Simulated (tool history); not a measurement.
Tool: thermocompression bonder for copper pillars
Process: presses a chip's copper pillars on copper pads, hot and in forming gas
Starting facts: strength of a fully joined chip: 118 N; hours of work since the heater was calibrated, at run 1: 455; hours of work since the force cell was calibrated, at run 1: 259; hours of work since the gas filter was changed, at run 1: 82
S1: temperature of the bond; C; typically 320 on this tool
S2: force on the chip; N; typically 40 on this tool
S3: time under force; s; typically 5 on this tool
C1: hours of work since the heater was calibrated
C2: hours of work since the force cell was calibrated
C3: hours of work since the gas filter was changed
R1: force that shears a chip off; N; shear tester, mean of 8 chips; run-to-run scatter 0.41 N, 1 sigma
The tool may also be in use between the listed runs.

run	hour	S1	S2	S3	C1	C2	C3	R1
1	0.0	320	40	5	455	259	82	84.4
2	19.3	320	40	5	464	268	91	84.1
3	43.8	320	40	5	475	280	103	83.7
4	66.3	320	40	5	485	290	113	84.3
5	84.3	320	40	5	494	299	121	84.3
6	102.1	320	40	5	502	307	130	84.2
7	125.2	323	40	5	513	318	140	86.9
8	141.3	323	40	3	520	325	148	76.0
9	155.1	323	30	3	527	332	154	57.8
10	170.7	323	25	3	534	339	162	48.9
11	187.2	320	40	5	542	346	169	84.9
12	218.9	320	40	5	556	361	184	84.5
13	231.9	320	40	3	562	367	190	73.6
14	245.5	320	40	3	569	374	196	74.2
15	275.9	320	40	3	583	388	210	73.8
16	291.6	343	27	14	590	395	218	98.8
# hour 312.7: heater calibrated with a thermocouple chip
17	318.0	332	38	4	2	406	229	86.8
18	334.7	332	38	4	10	414	237	86.6
19	348.4	332	59	8	17	420	243	115.0
20	366.9	332	28	5	25	429	252	72.4
21	392.6	310	28	4	37	441	264	51.6
22	410.0	322	28	6	45	449	272	69.5
23	439.4	305	40	12	59	463	285	92.5
24	466.9	331	31	3	72	475	298	67.3
25	496.5	331	31	3	85	489	312	67.5
# hour 516.8: gauge calibrated
26	526.9	334	50	5	99	503	326	103.4
27	553.2	321	60	12	112	516	338	113.9
28	574.9	321	60	12	122	526	348	113.8
29	598.9	298	47	3	133	537	360	66.1

Predict each of these 3 candidate next runs independently; none follows another, all start after run 29:
A	618.5	301	40	7	142	546	369	?
B	618.5	295	32	6	142	546	369	?
C	618.5	315	47	3	142	546	369	?

run	R1
A	76.8
B	55.7
C	78.6
Take away the tool's hidden state, keep each run's random variation, and the runs would have read:
run	R1
A	76.6
B	55.6
C	78.4
